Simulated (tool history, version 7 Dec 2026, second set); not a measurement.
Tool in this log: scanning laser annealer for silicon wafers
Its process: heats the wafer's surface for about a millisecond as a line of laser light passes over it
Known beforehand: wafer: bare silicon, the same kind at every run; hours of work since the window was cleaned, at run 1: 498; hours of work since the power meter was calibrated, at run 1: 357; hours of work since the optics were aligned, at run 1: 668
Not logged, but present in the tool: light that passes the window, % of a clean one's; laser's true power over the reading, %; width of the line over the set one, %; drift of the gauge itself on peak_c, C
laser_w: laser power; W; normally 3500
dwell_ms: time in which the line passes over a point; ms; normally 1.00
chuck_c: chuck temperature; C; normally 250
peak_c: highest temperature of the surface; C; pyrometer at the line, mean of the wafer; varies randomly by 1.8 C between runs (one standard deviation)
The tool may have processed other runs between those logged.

| run | day | laser_w | dwell_ms | chuck_c | hours of work since the window was cleaned | hours of work since the power meter was calibrated | hours of work since the optics were aligned | peak_c |
|---|---|---|---|---|---|---|---|---|
| 1 | 0.000 | 3500 | 1.00 | 250 | 498 | 357 | 668 | 1012 |
| 2 | 0.525 | 3500 | 1.00 | 269 | 503 | 363 | 674 | 1032 |
| 3 | 1.025 | 3500 | 1.00 | 269 | 508 | 368 | 679 | 1031 |
| 4 | 1.683 | 3500 | 1.00 | 250 | 515 | 374 | 686 | 1014 |
| 5 | 2.183 | 3500 | 1.00 | 250 | 520 | 379 | 691 | 1014 |
| 6 | 2.575 | 3500 | 1.00 | 250 | 524 | 383 | 695 | 1012 |
| 7 | 3.504 | 3500 | 1.00 | 250 | 534 | 393 | 704 | 1011 |
|  | 3.754 | optics aligned, line set to its width |
| 8 | 4.329 | 3500 | 1.00 | 250 | 540 | 399 | 6 | 1009 |
| 9 | 5.033 | 3500 | 1.00 | 250 | 547 | 406 | 13 | 1007 |
| 10 | 5.929 | 3500 | 1.00 | 250 | 556 | 415 | 22 | 1010 |
| 11 | 6.758 | 3400 | 1.01 | 232 | 565 | 424 | 31 | 969 |
|  | 7.438 | optics aligned, line set to its width, once more |
| 12 | 7.688 | 3400 | 0.76 | 232 | 572 | 431 | 3 | 863 |
| 13 | 8.479 | 3160 | 0.84 | 227 | 580 | 439 | 11 | 842 |
| 14 | 9.375 | 3160 | 0.84 | 227 | 589 | 448 | 20 | 842 |
| 15 | 9.992 | 3160 | 0.84 | 227 | 595 | 455 | 26 | 841 |
| 16 | 10.483 | 3786 | 0.84 | 250 | 600 | 460 | 31 | 1000 |
| 17 | 10.875 | 3500 | 1.00 | 259 | 604 | 464 | 35 | 1020 |
| 18 | 11.575 | 3500 | 1.00 | 259 | 611 | 471 | 42 | 1025 |
| 19 | 12.075 | 3342 | 0.96 | 235 | 616 | 476 | 47 | 944 |
| 20 | 12.533 | 3089 | 1.23 | 250 | 621 | 480 | 52 | 1000 |

Each row is a separate what-if for the run after 20, all from the same tool condition, not one after another. Results?
| A | 12.996 | 3757 | 1.00 | 281 | 626 | 485 | 57 | ? |
| B | 12.996 | 3632 | 0.95 | 262 | 626 | 485 | 57 | ? |
| C | 12.996 | 3611 | 1.00 | 250 | 626 | 485 | 57 | ? |
| D | 12.996 | 3773 | 0.86 | 289 | 626 | 485 | 57 | ? |
| E | 12.996 | 3773 | 1.01 | 243 | 626 | 485 | 57 | ? |

| run | peak_c |
|---|---|
| A | 1107 |
| B | 1034 |
| C | 1039 |
| D | 1050 |
| E | 1079 |
Without the tool's hidden state the same runs would have given:
| run | peak_c |
|---|---|
| A | 1144 |
| B | 1068 |
| C | 1075 |
| D | 1084 |
| E | 1116 |

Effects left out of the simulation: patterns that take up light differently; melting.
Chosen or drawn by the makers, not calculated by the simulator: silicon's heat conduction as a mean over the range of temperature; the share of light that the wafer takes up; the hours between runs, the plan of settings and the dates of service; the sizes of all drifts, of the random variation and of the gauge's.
